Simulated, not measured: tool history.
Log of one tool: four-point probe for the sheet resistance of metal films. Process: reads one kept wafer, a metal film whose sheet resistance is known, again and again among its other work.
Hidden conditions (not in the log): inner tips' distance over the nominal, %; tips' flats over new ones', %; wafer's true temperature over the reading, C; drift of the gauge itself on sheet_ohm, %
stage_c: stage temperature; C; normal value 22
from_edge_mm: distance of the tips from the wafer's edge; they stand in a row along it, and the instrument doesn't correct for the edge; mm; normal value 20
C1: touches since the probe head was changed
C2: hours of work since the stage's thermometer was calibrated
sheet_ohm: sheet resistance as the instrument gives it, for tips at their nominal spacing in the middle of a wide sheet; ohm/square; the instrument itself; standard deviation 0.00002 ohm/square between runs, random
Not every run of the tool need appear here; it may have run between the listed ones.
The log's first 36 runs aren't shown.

Run 37, hour 3010.4: usual settings; C1 55617; C2 609. Result: sheet_ohm 0.100846 ohm/square.
Run 38, hour 3123.8: usual settings but stage_c 24 C, from_edge_mm 50 mm; C1 57615; C2 657. Result: sheet_ohm 0.100565 ohm/square.
Run 39, hour 3236.1: usual settings but from_edge_mm 9 mm; C1 59596; C2 705. Result: sheet_ohm 0.101034 ohm/square.
Run 40, hour 3320.9: usual settings but stage_c 33 C, from_edge_mm 35 mm; C1 61090; C2 741. Result: sheet_ohm 0.099621 ohm/square.
Run 41, hour 3392.5: usual settings but stage_c 27 C, from_edge_mm 18 mm; C1 62353; C2 771. Result: sheet_ohm 0.100288 ohm/square.
Run 42, hour 3494.9: usual settings but stage_c 27 C, from_edge_mm 18 mm; C1 64158; C2 815. Result: sheet_ohm 0.100283 ohm/square.
Run 43, hour 3571.9: usual settings but stage_c 30 C, from_edge_mm 18 mm; C1 65517; C2 847. Result: sheet_ohm 0.099948 ohm/square.
Run 44, hour 3672.3: usual settings but stage_c 27 C, from_edge_mm 7 mm; C1 67286; C2 890. Result: sheet_ohm 0.100608 ohm/square.

5 ways to go on from here, each from the tool as it stands after run 44. What would each give?
Run A, hour 3767.4: usual settings but stage_c 31 C, from_edge_mm 29 mm; C1 68963; C2 930. Result: sheet_ohm ?.
Run B, hour 3767.4: usual settings but stage_c 34 C; C1 68963; C2 930. Result: sheet_ohm ?.
Run C, hour 3767.4: usual settings but stage_c 23 C, from_edge_mm 11 mm; C1 68963; C2 930. Result: sheet_ohm ?.
Run D, hour 3767.4: usual settings but stage_c 23 C, from_edge_mm 7 mm; C1 68963; C2 930. Result: sheet_ohm ?.
Run E, hour 3767.4: usual settings but stage_c 35 C; C1 68963; C2 930. Result: sheet_ohm ?.

run  sheet_ohm
  A   0.099808
  B   0.099526
  C   0.100781
  D   0.101058
  E   0.099436
Without the tool's unlogged condition, the same runs would have read:
run  sheet_ohm
  A   0.099798
  B   0.099515
  C   0.100772
  D    0.10105
  E   0.099426
